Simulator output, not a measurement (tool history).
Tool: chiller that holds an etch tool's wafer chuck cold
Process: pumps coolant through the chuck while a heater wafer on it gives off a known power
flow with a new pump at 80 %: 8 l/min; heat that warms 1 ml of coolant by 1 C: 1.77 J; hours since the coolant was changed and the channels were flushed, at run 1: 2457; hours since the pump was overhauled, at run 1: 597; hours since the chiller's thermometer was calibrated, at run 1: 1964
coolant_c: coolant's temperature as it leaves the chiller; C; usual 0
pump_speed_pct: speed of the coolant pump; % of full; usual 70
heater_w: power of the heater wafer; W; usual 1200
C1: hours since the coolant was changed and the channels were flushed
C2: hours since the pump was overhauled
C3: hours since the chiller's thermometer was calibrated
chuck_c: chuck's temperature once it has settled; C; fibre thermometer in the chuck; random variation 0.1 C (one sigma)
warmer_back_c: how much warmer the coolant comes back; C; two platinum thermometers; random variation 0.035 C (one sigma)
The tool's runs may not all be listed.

Run 1, hour 0.0: usual settings; C1 2457; C2 597; C3 1964. Result: chuck_c 10.5 C, warmer_back_c 5.78 C.
Run 2, hour 37.8: usual settings; C1 2494; C2 635; C3 2002. Result: chuck_c 10.7 C, warmer_back_c 5.79 C.
Run 3, hour 60.5: usual settings; C1 2517; C2 657; C3 2025. Result: chuck_c 10.5 C, warmer_back_c 5.88 C.
Run 4, hour 89.2: usual settings; C1 2546; C2 686; C3 2053. Result: chuck_c 10.6 C, warmer_back_c 5.82 C.
Run 5, hour 121.1: usual settings; C1 2578; C2 718; C3 2085. Result: chuck_c 10.5 C, warmer_back_c 5.84 C.
Run 6, hour 146.4: usual settings but coolant_c 9 C; C1 2603; C2 743; C3 2111. Result: chuck_c 19.5 C, warmer_back_c 5.87 C.
Run 7, hour 182.4: usual settings but coolant_c 9 C; C1 2639; C2 779; C3 2147. Result: chuck_c 19.6 C, warmer_back_c 5.88 C.
Run 8, hour 220.5: usual settings but coolant_c 9 C; C1 2677; C2 817; C3 2185. Result: chuck_c 19.6 C, warmer_back_c 5.88 C.
Run 9, hour 254.4: usual settings; C1 2711; C2 851; C3 2219. Result: chuck_c 10.4 C, warmer_back_c 6.00 C.
Run 10, hour 288.4: usual settings but coolant_c 8 C; C1 2745; C2 885; C3 2253. Result: chuck_c 18.5 C, warmer_back_c 5.92 C.
Run 11, hour 306.4: usual settings but coolant_c 8 C; C1 2763; C2 903; C3 2271. Result: chuck_c 18.6 C, warmer_back_c 5.94 C.
Run 12, hour 325.1: usual settings; C1 2782; C2 922; C3 2289. Result: chuck_c 10.3 C, warmer_back_c 5.99 C.
Run 13, hour 341.8: usual settings; C1 2798; C2 939; C3 2306. Result: chuck_c 10.4 C, warmer_back_c 6.03 C.
Run 14, hour 369.2: usual settings; C1 2826; C2 966; C3 2333. Result: chuck_c 10.6 C, warmer_back_c 5.98 C.
Run 15, hour 389.4: usual settings; C1 2846; C2 986; C3 2354. Result: chuck_c 10.4 C, warmer_back_c 5.97 C.
Run 16, hour 409.3: usual settings; C1 2866; C2 1006; C3 2374. Result: chuck_c 10.5 C, warmer_back_c 5.97 C.
Run 17, hour 433.9: usual settings; C1 2890; C2 1031; C3 2398. Result: chuck_c 10.6 C, warmer_back_c 5.99 C.
Run 18, hour 455.2: usual settings but coolant_c -5 C, pump_speed_pct 87 % of full; C1 2912; C2 1052; C3 2419. Result: chuck_c 4.0 C, warmer_back_c 4.90 C.
Run 19, hour 476.2: usual settings but coolant_c -5 C, pump_speed_pct 87 % of full; C1 2933; C2 1073; C3 2440. Result: chuck_c 4.1 C, warmer_back_c 4.91 C.
Run 20, hour 506.2: usual settings but coolant_c -5 C, pump_speed_pct 87 % of full, heater_w 1124 W; C1 2963; C2 1103; C3 2470. Result: chuck_c 3.6 C, warmer_back_c 4.62 C.
Run 21, hour 532.4: usual settings but coolant_c -5 C, pump_speed_pct 87 % of full, heater_w 1124 W; C1 2989; C2 1129; C3 2497. Result: chuck_c 3.4 C, warmer_back_c 4.63 C.
Run 22, hour 572.7: usual settings but coolant_c -5 C, pump_speed_pct 87 % of full, heater_w 1124 W; C1 3029; C2 1170; C3 2537. Result: chuck_c 3.4 C, warmer_back_c 4.62 C.
Run 23, hour 613.3: usual settings but coolant_c -7 C, heater_w 1567 W; C1 3070; C2 1210; C3 2578. Result: chuck_c 6.7 C, warmer_back_c 7.93 C.
Run 24, hour 632.1: usual settings but coolant_c -7 C, heater_w 1160 W; C1 3089; C2 1229; C3 2596. Result: chuck_c 3.3 C, warmer_back_c 5.92 C.
Run 25, hour 664.0: usual settings but coolant_c -6 C, pump_speed_pct 77 % of full, heater_w 1735 W; C1 3121; C2 1261; C3 2628. Result: chuck_c 8.3 C, warmer_back_c 7.94 C.
Run 26, hour 691.9: usual settings but coolant_c -6 C, pump_speed_pct 77 % of full, heater_w 1735 W; C1 3148; C2 1289; C3 2656. Result: chuck_c 8.3 C, warmer_back_c 7.98 C.
At hour 724.1: gauge calibrated.
Run 27, hour 731.4: usual settings but coolant_c -6 C, pump_speed_pct 77 % of full, heater_w 1735 W; C1 3188; C2 1328; C3 2696. Result: chuck_c 8.2 C, warmer_back_c 7.69 C.
Run 28, hour 750.6: usual settings but coolant_c -6 C, pump_speed_pct 77 % of full, heater_w 992 W; C1 3207; C2 1348; C3 2715. Result: chuck_c 2.2 C, warmer_back_c 4.37 C.
Run 29, hour 789.8: usual settings but coolant_c -6 C, pump_speed_pct 77 % of full, heater_w 992 W; C1 3246; C2 1387; C3 2754. Result: chuck_c 2.1 C, warmer_back_c 4.46 C.
Run 30, hour 822.8: usual settings but coolant_c -6 C, pump_speed_pct 77 % of full, heater_w 992 W; C1 3279; C2 1420; C3 2787. Result: chuck_c 2.0 C, warmer_back_c 4.37 C.
Run 31, hour 856.5: usual settings but pump_speed_pct 81 % of full, heater_w 806 W; C1 3313; C2 1453; C3 2821. Result: chuck_c 6.2 C, warmer_back_c 3.45 C.
Run 32, hour 891.3: usual settings but coolant_c -1 C, pump_speed_pct 62 % of full, heater_w 1519 W; C1 3348; C2 1488; C3 2856. Result: chuck_c 13.5 C, warmer_back_c 8.31 C.
Run 33, hour 925.2: usual settings but coolant_c -1 C, pump_speed_pct 62 % of full, heater_w 1519 W; C1 3382; C2 1522; C3 2889. Result: chuck_c 13.6 C, warmer_back_c 8.37 C.

How the hidden state differs across the entries between the runs, from the last listed run before each to the first after it:
Between runs 26 and 27: gauge calibrated (hour 724.1)
  drift of the gauge itself on warmer_back_c, C: 0.33 -> 0
  measured less the result without the state, warmer_back_c: +0.33 -> +0.01 C
